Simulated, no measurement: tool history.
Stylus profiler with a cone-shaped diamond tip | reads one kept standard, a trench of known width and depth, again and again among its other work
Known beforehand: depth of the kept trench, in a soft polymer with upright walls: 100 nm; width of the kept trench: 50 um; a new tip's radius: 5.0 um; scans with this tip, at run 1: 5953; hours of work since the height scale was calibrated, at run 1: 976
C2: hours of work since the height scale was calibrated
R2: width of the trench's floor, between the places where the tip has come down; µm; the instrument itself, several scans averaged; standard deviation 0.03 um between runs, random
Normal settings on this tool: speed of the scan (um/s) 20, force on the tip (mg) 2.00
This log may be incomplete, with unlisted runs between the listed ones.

Run 1, hour 0.0: usual settings; scans with this tip 5953; C2 976. Result: depth of the trench (Å) 1014.7, R2 47.93 µm.
Run 2, hour 71.5: usual settings; scans with this tip 6154; C2 1009. Result: depth of the trench (Å) 1014.5, R2 48.02 µm.
Run 3, hour 131.5: usual settings; scans with this tip 6322; C2 1037. Result: depth of the trench (Å) 1014.4, R2 47.93 µm.
Run 4, hour 205.2: usual settings; scans with this tip 6530; C2 1071. Result: depth of the trench (Å) 1014.2, R2 47.98 µm.
Run 5, hour 272.8: usual settings; scans with this tip 6720; C2 1102. Result: depth of the trench (Å) 1014.6, R2 47.97 µm.
Run 6, hour 321.4: usual settings; scans with this tip 6856; C2 1124. Result: depth of the trench (Å) 1014.9, R2 48.00 µm.
Run 7, hour 354.5: usual settings; scans with this tip 6949; C2 1140. Result: depth of the trench (Å) 1015.0, R2 47.93 µm.
Run 8, hour 419.3: usual settings but speed of the scan (um/s) 11; scans with this tip 7132; C2 1170. Result: depth of the trench (Å) 1014.6, R2 48.00 µm.
Run 9, hour 466.1: usual settings but speed of the scan (um/s) 11; scans with this tip 7263; C2 1191. Result: depth of the trench (Å) 1014.9, R2 47.97 µm.
Run 10, hour 509.6: usual settings; scans with this tip 7385; C2 1211. Result: depth of the trench (Å) 1014.9, R2 47.95 µm.
Run 11, hour 542.8: usual settings; scans with this tip 7479; C2 1227. Result: depth of the trench (Å) 1014.1, R2 47.95 µm.
Run 12, hour 580.2: usual settings but speed of the scan (um/s) 7; scans with this tip 7584; C2 1244. Result: depth of the trench (Å) 1015.7, R2 48.03 µm.
Run 13, hour 631.2: usual settings; scans with this tip 7727; C2 1267. Result: depth of the trench (Å) 1014.9, R2 47.97 µm.
Run 14, hour 671.4: usual settings but force on the tip (mg) 2.34; scans with this tip 7840; C2 1286. Result: depth of the trench (Å) 1015.7, R2 48.01 µm.
Run 15, hour 722.8: usual settings but force on the tip (mg) 2.34; scans with this tip 7985; C2 1310. Result: depth of the trench (Å) 1016.1, R2 47.98 µm.
Run 16, hour 776.0: usual settings but force on the tip (mg) 2.34; scans with this tip 8134; C2 1334. Result: depth of the trench (Å) 1016.3, R2 48.04 µm.
Run 17, hour 835.8: usual settings but force on the tip (mg) 2.34; scans with this tip 8302; C2 1362. Result: depth of the trench (Å) 1016.1, R2 47.94 µm.
Run 18, hour 877.1: usual settings but speed of the scan (um/s) 67, force on the tip (mg) 1.15; scans with this tip 8419; C2 1381. Result: depth of the trench (Å) 1010.6, R2 47.82 µm.
Run 19, hour 948.9: usual settings but speed of the scan (um/s) 6, force on the tip (mg) 3.62; scans with this tip 8620; C2 1414. Result: depth of the trench (Å) 1022.3, R2 48.06 µm.
Run 20, hour 984.1: usual settings but speed of the scan (um/s) 41, force on the tip (mg) 0.71; scans with this tip 8719; C2 1430. Result: depth of the trench (Å) 1007.5, R2 47.92 µm.
Run 21, hour 1027.5: usual settings but speed of the scan (um/s) 41, force on the tip (mg) 0.71; scans with this tip 8841; C2 1450. Result: depth of the trench (Å) 1007.3, R2 47.86 µm.
Run 22, hour 1095.1: usual settings but speed of the scan (um/s) 41, force on the tip (mg) 0.71; scans with this tip 9031; C2 1481. Result: depth of the trench (Å) 1006.5, R2 47.86 µm.
Run 23, hour 1167.5: usual settings but force on the tip (mg) 0.96; scans with this tip 9235; C2 1515. Result: depth of the trench (Å) 1008.0, R2 47.95 µm.
Run 24, hour 1201.4: usual settings but force on the tip (mg) 0.96; scans with this tip 9330; C2 1530. Result: depth of the trench (Å) 1010.2, R2 47.92 µm.
Run 25, hour 1272.5: usual settings but force on the tip (mg) 0.96; scans with this tip 9530; C2 1563. Result: depth of the trench (Å) 1009.4, R2 47.87 µm.
Run 26, hour 1339.0: usual settings but speed of the scan (um/s) 44, force on the tip (mg) 5.10; scans with this tip 9717; C2 1594. Result: depth of the trench (Å) 1026.6, R2 47.95 µm.
Run 27, hour 1386.3: usual settings but speed of the scan (um/s) 44, force on the tip (mg) 5.10; scans with this tip 9850; C2 1615. Result: depth of the trench (Å) 1027.8, R2 47.97 µm.
Run 28, hour 1457.0: usual settings but speed of the scan (um/s) 27, force on the tip (mg) 2.44; scans with this tip 10049; C2 1648. Result: depth of the trench (Å) 1016.4, R2 47.99 µm.
Run 29, hour 1511.6: usual settings but speed of the scan (um/s) 32, force on the tip (mg) 2.43; scans with this tip 10202; C2 1673. Result: depth of the trench (Å) 1017.0, R2 47.95 µm.
Run 30, hour 1566.6: usual settings but speed of the scan (um/s) 32, force on the tip (mg) 2.43; scans with this tip 10357; C2 1699. Result: depth of the trench (Å) 1016.8, R2 47.97 µm.
Run 31, hour 1604.1: usual settings but speed of the scan (um/s) 29, force on the tip (mg) 2.01; scans with this tip 10462; C2 1716. Result: depth of the trench (Å) 1014.2, R2 47.97 µm.
Run 32, hour 1645.8: usual settings but speed of the scan (um/s) 8, force on the tip (mg) 2.64; scans with this tip 10579; C2 1735. Result: depth of the trench (Å) 1016.8, R2 47.99 µm.
Run 33, hour 1700.4: usual settings but speed of the scan (um/s) 70, force on the tip (mg) 0.73; scans with this tip 10733; C2 1760. Result: depth of the trench (Å) 1007.2, R2 47.78 µm.

Consider 3 possible next runs. They are alternatives, not a sequence: every one starts from the tool as it was left by run 33. What does each give?
Run A, hour 1775.2: usual settings but speed of the scan (um/s) 80, force on the tip (mg) 3.04; scans with this tip 10943; C2 1795. Result: depth of the trench (Å) ?, R2 ?.
Run B, hour 1775.2: usual settings but speed of the scan (um/s) 70, force on the tip (mg) 3.63; scans with this tip 10943; C2 1795. Result: depth of the trench (Å) ?, R2 ?.
Run C, hour 1775.2: usual settings but speed of the scan (um/s) 69, force on the tip (mg) 5.80; scans with this tip 10943; C2 1795. Result: depth of the trench (Å) ?, R2 ?.

run  depth of the trench (Å)     R2
  A                   1020.1  47.93
  B                   1021.7  47.88
  C                   1029.6  47.89
Had the tool no hidden state, the same runs would have come out as:
run  depth of the trench (Å)     R2
  A                   1020.2  47.93
  B                   1021.8  47.89
  C                   1029.8  47.90

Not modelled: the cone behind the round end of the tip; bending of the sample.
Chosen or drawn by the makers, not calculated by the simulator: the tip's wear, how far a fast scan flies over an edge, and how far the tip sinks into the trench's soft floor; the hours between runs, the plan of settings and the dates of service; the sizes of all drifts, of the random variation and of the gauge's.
